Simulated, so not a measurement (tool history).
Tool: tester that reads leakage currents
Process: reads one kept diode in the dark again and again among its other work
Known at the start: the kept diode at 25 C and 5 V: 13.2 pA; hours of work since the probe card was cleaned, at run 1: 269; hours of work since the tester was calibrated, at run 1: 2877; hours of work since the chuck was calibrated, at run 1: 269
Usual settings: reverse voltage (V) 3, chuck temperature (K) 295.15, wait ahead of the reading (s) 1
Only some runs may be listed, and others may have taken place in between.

run      day  reverse voltage (V)  chuck temperature (K)  wait ahead of the reading (s)  hours of work since the probe card was cleaned  hours of work since the tester was calibrated  hours of work since the chuck was calibrated  current that the tester gives (pA)
  1        0                    3                 295.15                              1                                             269                                           2877                                           269                                 9.1
  2    6.567                    3                 295.15                              1                                             377                                           2986                                           377                                9.07
  3   14.562                    3                 295.15                           0.35                                             509                                           3118                                           509                                9.82
  4   19.383                    3                 295.15                           0.35                                             589                                           3197                                           589                                9.92
  5   23.417                    3                 295.15                           0.35                                             656                                           3264                                           656                                9.85
  6   28.538                    3                 295.15                           0.35                                             740                                           3349                                           740                                9.87
  7   33.796                    3                 295.15                           0.35                                             827                                           3435                                           827                                9.92
  8   41.721                    3                 311.15                           0.35                                             958                                           3566                                           958                               30.17
  9   49.346                    3                 311.15                           0.35                                            1084                                           3692                                          1084                               30.18
 10   56.475                    3                 295.15                              1                                            1201                                           3810                                          1201                                9.12
 11   61.592                    3                 305.15                              1                                            1286                                           3894                                          1286                               19.04
      65.658  -- chuck's temperature calibrated
 12   65.658                    3                 305.15                              1                                            1352                                           3960                                             0                               19.12
 13   69.575                    3                 305.15                              1                                            1416                                           4025                                            65                               19.08
 14   77.425                    3                 305.15                              1                                            1546                                           4154                                           194                               18.98
 15   83.642                    3                 305.15                              1                                            1649                                           4257                                           297                               19.11
 16   89.158                    3                 305.15                              1                                            1740                                           4348                                           388                               19.01
      92.379  -- tester calibrated
 17   93.525                    3                 305.15                              1                                            1810                                             19                                           459                               19.09
 18  100.879                    3                 305.15                              1                                            1932                                            140                                           580                               19.13
 19  108.312                    3                 295.15                              1                                            2055                                            263                                           703                                9.12
 20  115.233                    3                 299.15                              1                                            2169                                            377                                           817                               12.31
 21  121.954                 3.82                 299.15                           3.02                                            2280                                            488                                           928                               13.21
 22  126.017                 3.82                 299.15                           0.98                                            2347                                            555                                           995                               13.51
 23  131.883                 3.82                 299.15                           0.98                                            2444                                            652                                          1092                               13.57
 24  139.325                 4.61                 307.15                           0.98                                            2566                                            775                                          1215                               26.15
 25  145.571                 2.08                 307.15                           0.98                                            2670                                            878                                          1318                               19.08
     148.029  -- chuck's temperature calibrated
 26  151.592                    3                 302.15                           0.37                                            2768                                            976                                            59                               16.05
 27  155.371                    3                 302.15                           0.37                                            2830                                           1039                                           121                               15.95
 28  160.133                 4.99                 333.15                           0.57                                            2909                                           1117                                           200                              153.68
 29  164.325                 4.99                 333.15                           0.57                                            2978                                           1186                                           269                              153.69
 30  167.871                13.51                 319.15                            2.5                                            3036                                           1245                                           328                               90.78
 31  174.171                12.69                 313.15                           0.84                                            3140                                           1349                                           432                                  60
 32  180.833                    3                 328.15                           0.44                                            3250                                           1459                                           542                                92.8
 33  184.558                 3.52                 303.15                           0.59                                            3312                                           1521                                           603                               17.96
     190.442  -- probe card cleaned and baked
 34  192.346                 3.52                 303.15                           0.59                                              31                                           1647                                           730                               17.95
 35  196.738                 3.52                 303.15                           0.41                                             104                                           1720                                           802                                18.3
 36  200.812                 1.76                 294.15                           1.45                                             171                                           1787                                           869                                 6.6
 37  204.883                 2.04                 322.15                           0.45                                             238                                           1854                                           937                               54.35
 38  209.471                  8.2                 295.15                           2.45                                             314                                           1930                                          1012                               13.22
 39  213.567                    3                 297.15                              1                                             382                                           1997                                          1080                               10.52

For each entry between runs, how does the tool's hidden state at the last listed run before it compare with that at the first listed run after it?
Run 11 -> run 12: chuck's temperature calibrated (day 65.658)
  the hidden state is the same at both runs
Run 16 -> run 17: tester calibrated (day 92.379)
  current scale over the true one, %: -0.01 -> 0
Run 25 -> run 26: chuck's temperature calibrated (day 148.029)
  the hidden state is the same at both runs
Run 33 -> run 34: probe card cleaned and baked (day 190.442)
  stray current of the dirty probe card, pA a volt: 0.023 -> 0.02
